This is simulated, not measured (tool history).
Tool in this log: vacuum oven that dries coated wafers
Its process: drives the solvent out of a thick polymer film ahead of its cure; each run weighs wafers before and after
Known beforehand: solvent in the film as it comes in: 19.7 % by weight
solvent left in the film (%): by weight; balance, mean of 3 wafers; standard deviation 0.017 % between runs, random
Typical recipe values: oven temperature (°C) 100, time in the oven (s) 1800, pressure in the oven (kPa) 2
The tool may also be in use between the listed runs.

{"run": 1, "day": 0.0, "oven temperature (°C)": 100, "time in the oven (s)": 1800, "pressure in the oven (kPa)": 2, "solvent left in the film (%)": 1.59}
{"run": 2, "day": 2.858, "oven temperature (°C)": 100, "time in the oven (s)": 1800, "pressure in the oven (kPa)": 1.4, "solvent left in the film (%)": 1.31}
{"run": 3, "day": 5.996, "oven temperature (°C)": 100, "time in the oven (s)": 1800, "pressure in the oven (kPa)": 1.87, "solvent left in the film (%)": 1.53}
{"run": 4, "day": 9.158, "oven temperature (°C)": 100, "time in the oven (s)": 1800, "pressure in the oven (kPa)": 1.87, "solvent left in the film (%)": 1.56}
{"run": 5, "day": 11.525, "oven temperature (°C)": 100, "time in the oven (s)": 1800, "pressure in the oven (kPa)": 1.87, "solvent left in the film (%)": 1.55}
{"run": 6, "day": 14.275, "oven temperature (°C)": 100, "time in the oven (s)": 1800, "pressure in the oven (kPa)": 1.87, "solvent left in the film (%)": 1.57}
{"run": 7, "day": 17.133, "oven temperature (°C)": 100, "time in the oven (s)": 1800, "pressure in the oven (kPa)": 1.87, "solvent left in the film (%)": 1.61}
{"run": 8, "day": 20.212, "oven temperature (°C)": 100, "time in the oven (s)": 1800, "pressure in the oven (kPa)": 1.87, "solvent left in the film (%)": 1.59}
{"run": 9, "day": 22.667, "oven temperature (°C)": 100, "time in the oven (s)": 1800, "pressure in the oven (kPa)": 4.58, "solvent left in the film (%)": 2.86}
{"run": 10, "day": 24.412, "oven temperature (°C)": 100, "time in the oven (s)": 1800, "pressure in the oven (kPa)": 2, "solvent left in the film (%)": 1.67}
{"run": 11, "day": 26.762, "oven temperature (°C)": 100, "time in the oven (s)": 1800, "pressure in the oven (kPa)": 2, "solvent left in the film (%)": 1.67}
{"run": 12, "day": 29.442, "oven temperature (°C)": 108, "time in the oven (s)": 2820, "pressure in the oven (kPa)": 2, "solvent left in the film (%)": 0.78}
{"run": 13, "day": 31.912, "oven temperature (°C)": 96, "time in the oven (s)": 1080, "pressure in the oven (kPa)": 2, "solvent left in the film (%)": 4.45}
{"run": 14, "day": 34.867, "oven temperature (°C)": 96, "time in the oven (s)": 1080, "pressure in the oven (kPa)": 3.16, "solvent left in the film (%)": 5.02}
{"run": 15, "day": 36.5, "oven temperature (°C)": 100, "time in the oven (s)": 1380, "pressure in the oven (kPa)": 5.58, "solvent left in the film (%)": 4.1}
{"day": 37.996, "done": "oven's thermocouples calibrated"}
{"run": 16, "day": 38.45, "oven temperature (°C)": 94, "time in the oven (s)": 1020, "pressure in the oven (kPa)": 2, "solvent left in the film (%)": 5.03}
{"run": 17, "day": 40.558, "oven temperature (°C)": 94, "time in the oven (s)": 1020, "pressure in the oven (kPa)": 2, "solvent left in the film (%)": 5.06}
{"run": 18, "day": 43.4, "oven temperature (°C)": 94, "time in the oven (s)": 1020, "pressure in the oven (kPa)": 2, "solvent left in the film (%)": 5.05}
{"run": 19, "day": 45.875, "oven temperature (°C)": 93, "time in the oven (s)": 2040, "pressure in the oven (kPa)": 2, "solvent left in the film (%)": 2.46}

Forecast each of these 3 alternatives for the next run:
{"run": "A", "day": 48.983, "oven temperature (°C)": 100, "time in the oven (s)": 1740, "pressure in the oven (kPa)": 1.51, "solvent left in the film (%)": "?"}
{"run": "B", "day": 48.983, "oven temperature (°C)": 93, "time in the oven (s)": 2040, "pressure in the oven (kPa)": 1.32, "solvent left in the film (%)": "?"}
{"run": "C", "day": 48.983, "oven temperature (°C)": 108, "time in the oven (s)": 1800, "pressure in the oven (kPa)": 1.3, "solvent left in the film (%)": "?"}

run=A solvent_left_in_the_film_(%)=1.4
run=B solvent_left_in_the_film_(%)=2.02
run=C solvent_left_in_the_film_(%)=0.61
Had the tool no hidden state, the same runs would have come out as:
run=A solvent_left_in_the_film_(%)=1.42
run=B solvent_left_in_the_film_(%)=2.05
run=C solvent_left_in_the_film_(%)=0.6
